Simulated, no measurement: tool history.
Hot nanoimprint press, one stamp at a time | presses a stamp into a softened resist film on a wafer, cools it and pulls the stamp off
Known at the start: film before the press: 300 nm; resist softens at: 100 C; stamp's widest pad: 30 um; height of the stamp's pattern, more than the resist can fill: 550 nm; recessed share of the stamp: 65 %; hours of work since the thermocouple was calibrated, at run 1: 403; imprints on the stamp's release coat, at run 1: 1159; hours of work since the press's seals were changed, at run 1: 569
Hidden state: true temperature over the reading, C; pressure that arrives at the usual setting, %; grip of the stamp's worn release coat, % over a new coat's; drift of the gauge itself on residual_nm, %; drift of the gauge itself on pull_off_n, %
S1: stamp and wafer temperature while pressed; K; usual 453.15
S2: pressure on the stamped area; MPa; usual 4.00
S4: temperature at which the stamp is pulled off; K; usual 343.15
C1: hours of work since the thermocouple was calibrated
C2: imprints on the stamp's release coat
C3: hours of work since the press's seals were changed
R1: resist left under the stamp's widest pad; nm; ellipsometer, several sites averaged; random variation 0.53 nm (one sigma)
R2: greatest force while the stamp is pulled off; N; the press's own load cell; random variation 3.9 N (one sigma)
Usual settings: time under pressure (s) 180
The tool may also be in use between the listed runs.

run 1 hour=0.0 | S1=453.15 S2=4.00 time_under_pressure_(s)=180 S4=343.15 | C1=403 C2=1159 C3=569 | R1=133.7 R2=196
run 2 hour=14.0 | S1=453.15 S2=4.00 time_under_pressure_(s)=180 S4=343.15 | C1=414 C2=1234 C3=580 | R1=134.7 R2=187
run 3 hour=32.4 | S1=453.15 S2=4.00 time_under_pressure_(s)=180 S4=343.15 | C1=429 C2=1333 C3=595 | R1=134.2 R2=192
-- hour=54.9 plate thermocouple calibrated
run 4 hour=54.9 | S1=453.15 S2=4.00 time_under_pressure_(s)=180 S4=343.15 | C1=0 C2=1437 C3=610 | R1=134.2 R2=192
-- hour=70.8 stamp cleaned and given a new release coat
run 5 hour=83.7 | S1=453.15 S2=4.00 time_under_pressure_(s)=180 S4=343.15 | C1=18 C2=69 C3=628 | R1=134.5 R2=185
run 6 hour=106.0 | S1=453.15 S2=4.00 time_under_pressure_(s)=180 S4=343.15 | C1=35 C2=188 C3=645 | R1=134.5 R2=193
run 7 hour=128.7 | S1=453.15 S2=4.00 time_under_pressure_(s)=180 S4=348.15 | C1=53 C2=310 C3=663 | R1=134.4 R2=175
run 8 hour=149.3 | S1=453.15 S2=4.00 time_under_pressure_(s)=180 S4=348.15 | C1=69 C2=420 C3=679 | R1=135.7 R2=174
run 9 hour=169.5 | S1=453.15 S2=4.00 time_under_pressure_(s)=180 S4=348.15 | C1=85 C2=528 C3=695 | R1=134.5 R2=175
run 10 hour=185.7 | S1=453.15 S2=4.00 time_under_pressure_(s)=180 S4=343.15 | C1=98 C2=616 C3=708 | R1=136.1 R2=191
run 11 hour=210.1 | S1=453.15 S2=4.00 time_under_pressure_(s)=180 S4=343.15 | C1=117 C2=746 C3=727 | R1=135.5 R2=185
run 12 hour=235.1 | S1=453.15 S2=4.00 time_under_pressure_(s)=180 S4=343.15 | C1=137 C2=880 C3=747 | R1=135.5 R2=182
run 13 hour=263.4 | S1=453.15 S2=4.00 time_under_pressure_(s)=180 S4=343.15 | C1=159 C2=1031 C3=769 | R1=135.9 R2=194
run 14 hour=281.6 | S1=453.15 S2=2.57 time_under_pressure_(s)=180 S4=343.15 | C1=173 C2=1129 C3=783 | R1=166.8 R2=195
run 15 hour=304.2 | S1=453.15 S2=2.57 time_under_pressure_(s)=180 S4=343.15 | C1=191 C2=1250 C3=801 | R1=166.4 R2=190
run 16 hour=324.9 | S1=449.15 S2=4.00 time_under_pressure_(s)=108 S4=343.15 | C1=207 C2=1361 C3=817 | R1=182.2 R2=190

The next listed run, before its measurement:
run 17 hour=343.2 | S1=449.15 S2=4.00 time_under_pressure_(s)=108 S4=343.15 | C1=222 C2=1459 C3=832 | R1=? R2=?

R1: 181.6 nm
R2: 188 N
Without the tool's hidden state the same run would have given R1 178.3 nm, R2 187 N.
